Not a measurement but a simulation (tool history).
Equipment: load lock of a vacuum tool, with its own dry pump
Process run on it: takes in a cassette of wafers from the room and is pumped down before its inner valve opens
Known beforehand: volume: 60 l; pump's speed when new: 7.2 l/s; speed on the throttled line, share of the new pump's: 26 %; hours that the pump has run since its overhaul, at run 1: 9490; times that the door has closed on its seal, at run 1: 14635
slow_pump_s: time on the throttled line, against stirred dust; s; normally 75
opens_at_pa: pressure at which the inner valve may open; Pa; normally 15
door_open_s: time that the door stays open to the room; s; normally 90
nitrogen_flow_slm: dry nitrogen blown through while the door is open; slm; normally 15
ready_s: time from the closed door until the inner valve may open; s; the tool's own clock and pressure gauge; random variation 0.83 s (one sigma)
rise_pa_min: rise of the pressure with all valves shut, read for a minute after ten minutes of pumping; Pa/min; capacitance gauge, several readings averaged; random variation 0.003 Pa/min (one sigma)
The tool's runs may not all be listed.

run,hour,slow_pump_s,opens_at_pa,door_open_s,nitrogen_flow_slm,hours that the pump has run since its overhaul,times that the door has closed on its seal,"incoming humidity of the room's air, %",ready_s,rise_pa_min
1,0,75,15,90,15,9490,14635,42.1,127.3,0.022
2,253.2,75,15,90,15,9743,15723,47.4,127.8,0.024
3,649.2,75,15,90,15,10139,17423,44.5,128.9,0.029
4,849.2,75,19,90,15,10339,18282,43,126.7,0.026
5,1252.9,75,19,90,15,10742,20016,41.5,125.4,0.027
6,1452.1,75,19,90,15,10942,20872,45.8,125.3,0.026
# hour 1773.2: door's seal changed, seat wiped
7,1826.9,75,20,90,15,11315,231,47.3,124.6,0.028
8,2055.9,75,20,90,15,11544,1214,47.4,125.9,0.029
9,2476.3,132,15,90,15,11964,3020,45.9,172.4,0.026
10,2786.6,132,15,90,15,12275,4353,44.6,169.9,0.02
11,2975.3,75,15,90,9,12463,5163,43.9,127.7,0.025
# hour 3116.4: dry pump taken out, an overhauled one fitted
12,3289.1,75,15,90,9,173,6485,44.7,129.7,0.023
13,3566.7,75,15,90,40,450,7677,47.1,128.1,0.021
14,3848.8,39,18,90,15,732,8889,48.6,99.4,0.025
15,4232.4,39,26,44,39,1116,10536,46,96.7,0.01
16,4588.6,146,11,137,33,1472,12066,43.3,182.4,0.022
17,4864,88,12,226,23,1748,13249,45.5,139.2,0.033
18,5294.5,88,12,226,23,2178,15098,47,139.7,0.029
19,5645.8,88,12,226,23,2529,16606,45.7,140,0.032
20,5845.4,84,12,47,23,2729,17464,45.6,138.9,0.014
21,6207.6,84,12,47,23,3091,19019,43.2,137.3,0.011
22,6507.1,54,21,67,12,3391,20305,44.8,111.5,0.02
23,6692.6,54,21,37,13,3576,21102,45.9,109.2,0.01
# hour 6955.6: door's seal changed, seat wiped
24,7082.2,79,15,90,24,3964,544,46.9,133.2,0.02
25,7398.1,63,19,90,24,4280,1900,44.5,117.6,0.018

Each row is a separate what-if for the run after 25, all from the same tool condition, not one after another. Results?
A,7593.8,42,15,54,15,4476,2741,41.8,?,?
B,7593.8,75,13,118,43,4476,2741,46,?,?
C,7593.8,75,15,211,15,4476,2741,43.7,?,?

run,ready_s,rise_pa_min
A,104.4,0.016
B,130.3,0.02
C,129.2,0.038
With the hidden condition removed and each run's random variation left untouched, the same runs would have given:
run,ready_s,rise_pa_min
A,104.3,0.016
B,130.3,0.02
C,129.1,0.038
